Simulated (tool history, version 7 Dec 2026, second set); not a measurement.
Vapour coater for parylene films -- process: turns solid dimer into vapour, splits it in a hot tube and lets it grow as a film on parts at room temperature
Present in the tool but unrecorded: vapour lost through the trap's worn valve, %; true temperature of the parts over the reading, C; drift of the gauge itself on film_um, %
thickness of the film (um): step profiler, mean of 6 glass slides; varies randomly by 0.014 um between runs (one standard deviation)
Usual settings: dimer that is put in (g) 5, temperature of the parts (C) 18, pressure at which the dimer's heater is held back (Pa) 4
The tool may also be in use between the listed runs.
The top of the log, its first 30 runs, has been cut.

run,day,dimer that is put in (g),temperature of the parts (C),pressure at which the dimer's heater is held back (Pa),hours of work since the trap's valve was overhauled,hours of work since the table's thermometer was calibrated,thickness of the film (um)
31,57.696,5,11,4,265,211,2.16
32,59.604,2,23,4.32,293,239,0.59
33,60.9,6,18,4,311,257,2.11
34,62.296,5,18,2.06,331,278,1.87
35,64.596,2,14,4.65,364,311,0.79
36,65.883,2,12,4.68,383,329,0.84
37,68.404,2,13,5.37,419,365,0.79
38,71,5,22,6.32,456,403,1.42
39,72.492,2,23,2.96,478,424,0.58
40,74.55,5,18,4,507,454,1.69

Here are 4 independent what-if runs from the current tool condition. What would each one return?
A,76.8,2,18,9.44,540,486,?
B,76.8,8,14,4,540,486,?
C,76.8,7,18,3.65,540,486,?
D,76.8,7,18,4,540,486,?

run,thickness of the film (um)
A,0.61
B,3.08
C,2.35
D,2.37
Without the tool's hidden state the same runs would have given:
run,thickness of the film (um)
A,0.67
B,3.34
C,2.55
D,2.58
